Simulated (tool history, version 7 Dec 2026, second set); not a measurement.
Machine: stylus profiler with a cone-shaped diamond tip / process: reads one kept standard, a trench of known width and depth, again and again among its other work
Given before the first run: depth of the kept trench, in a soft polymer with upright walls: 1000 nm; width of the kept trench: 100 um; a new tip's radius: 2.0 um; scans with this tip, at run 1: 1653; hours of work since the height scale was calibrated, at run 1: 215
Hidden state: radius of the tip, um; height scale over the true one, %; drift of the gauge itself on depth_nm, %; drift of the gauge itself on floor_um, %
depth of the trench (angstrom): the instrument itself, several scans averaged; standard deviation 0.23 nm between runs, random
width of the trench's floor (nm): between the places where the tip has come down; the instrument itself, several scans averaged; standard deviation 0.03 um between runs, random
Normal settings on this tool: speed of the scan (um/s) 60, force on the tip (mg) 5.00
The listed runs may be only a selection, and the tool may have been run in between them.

run     day  speed of the scan (um/s)  force on the tip (mg)  scans with this tip  hours of work since the height scale was calibrated  depth of the trench (angstrom)  width of the trench's floor (nm)
  1   0.000                        60                   5.00                 1653                                                  215                         10110.4                             96280
  2   0.488                        60                   5.00                 1723                                                  224                         10108.0                             96200
  3   1.167                        60                   5.00                 1821                                                  237                         10102.4                             96260
  4   1.692                        60                  11.17                 1897                                                  246                         10185.9                             96360
  5   2.512                        60                   8.28                 2015                                                  262                         10150.7                             96280
  6   3.417                        60                  10.83                 2146                                                  279                         10180.1                             96340
  7   3.896                        60                   5.00                 2215                                                  288                         10105.4                             96200
  8   4.904                        60                   5.00                 2361                                                  307                         10109.4                             96240
  9   5.679                        60                   5.00                 2472                                                  321                         10107.8                             96260
 10   6.121                        60                   5.00                 2536                                                  329                         10111.7                             96240
 11   6.688                        60                   5.00                 2618                                                  340                         10106.4                             96230
 12   7.267                        60                   1.74                 2702                                                  351                         10051.8                             96060
 13   7.892                        60                   1.74                 2792                                                  363                         10053.2                             96040
 14   8.854                        60                   1.74                 2931                                                  381                         10056.6                             96060
 15   9.821                        60                   1.74                 3070                                                  399                         10054.3                             96090
 16  10.292                        60                   1.74                 3138                                                  408                         10056.6                             96040
 17  10.850                        60                   1.74                 3219                                                  418                         10056.4                             96050
 18  11.404                        60                   1.74                 3299                                                  428                         10056.6                             96010
 19  11.979                       113                   5.00                 3382                                                  439                         10107.7                             96050
 20  12.846                       113                   5.00                 3507                                                  455                         10106.4                             95970
 21  13.875                        28                   5.23                 3656                                                  475                         10111.5                             96400
 22  14.804                       140                   5.78                 3790                                                  492                         10121.2                             95950
 23  15.804                       140                   5.78                 3934                                                  511                         10120.0                             95890
 24  16.542                        61                   5.00                 4040                                                  525                         10111.5                             96240
 25  17.121                       224                   2.10                 4124                                                  536                         10062.9                             94910
 26  18.133                       224                   2.10                 4270                                                  554                         10062.1                             94970
 27  19.162                       224                   2.10                 4419                                                  574                         10065.8                             94870
 28  19.717                        32                   3.62                 4499                                                  584                         10087.0                             96400
 29  20.321                        32                   5.62                 4586                                                  596                         10117.5                             96390
 30  21.104                        32                   5.62                 4699                                                  610                         10118.1                             96370
 31  21.892                       168                   7.28                 4813                                                  625                         10140.2                             95920
 32  22.450                       168                   5.19                 4893                                                  635                         10113.6                             95760
 33  23.233                        43                  12.12                 5006                                                  650                         10200.8                             96410
 34  24.096                        20                   8.76                 5131                                                  666                         10158.4                             96470
 35  24.767                        20                   8.76                 5227                                                  679                         10156.2                             96450
 36  25.675                        48                   8.77                 5359                                                  696                         10155.1                             96350
 37  26.350                        71                   3.54                 5456                                                  709                         10089.1                             96160
 38  27.279                       200                   4.79                 5590                                                  726                         10101.8                             95550
 39  28.212                       107                   2.24                 5725                                                  743                         10068.6                             95800
 40  28.742                        60                   3.37                 5801                                                  753                         10083.3                             96180

Predict each of these 3 candidate next runs independently; none follows another, all start after run 40:
  A  29.358                        89                   5.23                 5891                                                  765                               ?                                 ?
  B  29.358                        36                   5.00                 5891                                                  765                               ?                                 ?
  C  29.358                        60                  10.88                 5891                                                  765                               ?                                 ?

run  depth of the trench (angstrom)  width of the trench's floor (nm)
  A                         10112.7                             96130
  B                         10106.8                             96370
  C                         10182.3                             96340
Without the tool's hidden state the same runs would have given:
run  depth of the trench (angstrom)  width of the trench's floor (nm)
  A                         10112.4                             96140
  B                         10106.5                             96380
  C                         10182.0                             96360
